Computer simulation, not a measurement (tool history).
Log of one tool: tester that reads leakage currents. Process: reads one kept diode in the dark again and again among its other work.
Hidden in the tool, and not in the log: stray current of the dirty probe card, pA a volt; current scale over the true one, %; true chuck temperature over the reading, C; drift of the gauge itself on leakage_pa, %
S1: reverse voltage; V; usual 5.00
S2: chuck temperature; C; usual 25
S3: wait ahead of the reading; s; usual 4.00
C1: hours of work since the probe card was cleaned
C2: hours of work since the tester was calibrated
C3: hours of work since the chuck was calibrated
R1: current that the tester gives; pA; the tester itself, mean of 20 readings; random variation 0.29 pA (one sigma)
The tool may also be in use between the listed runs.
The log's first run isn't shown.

run	day	S1	S2	S3	C1	C2	C3	R1
2	1.550	5.00	25	4.00	1049	580	823	126.49
3	2.825	5.00	25	4.00	1071	602	845	127.81
# day 3.688: probe card cleaned and baked
4	3.842	5.00	25	4.00	3	617	861	114.46
# day 4.296: chuck's temperature calibrated
5	5.921	5.00	25	4.00	37	652	28	97.54
6	7.300	5.00	25	4.00	61	675	52	98.61
7	8.642	5.00	25	4.56	84	698	75	99.29
8	10.154	5.00	25	4.00	110	724	101	100.16
9	11.642	5.00	25	5.68	135	750	126	100.43
10	12.892	5.00	25	4.00	157	771	148	101.83
11	14.325	5.06	25	4.00	181	796	172	103.05
12	15.492	5.00	25	4.00	201	816	192	102.88
13	16.525	5.00	25	4.00	219	834	210	103.66
14	18.342	5.00	25	4.00	250	865	241	104.52
15	20.075	5.00	25	4.00	280	895	271	105.41
16	22.008	5.00	25	4.00	313	928	304	106.43
17	23.542	5.00	25	4.00	340	954	331	107.29
18	25.254	5.00	25	4.00	369	984	360	108.48
19	26.800	5.00	55	4.00	395	1010	386	1258.41
20	28.767	5.00	55	4.00	429	1044	420	1253.69
21	29.654	5.00	45	4.00	444	1059	435	587.36

Forecast run 22:
22	30.679	7.73	45	0.43	462	1077	453	?

{"run 22": {"R1": 729.37}}
Without the tool's hidden state the same run would have given R1 666.34 pA.
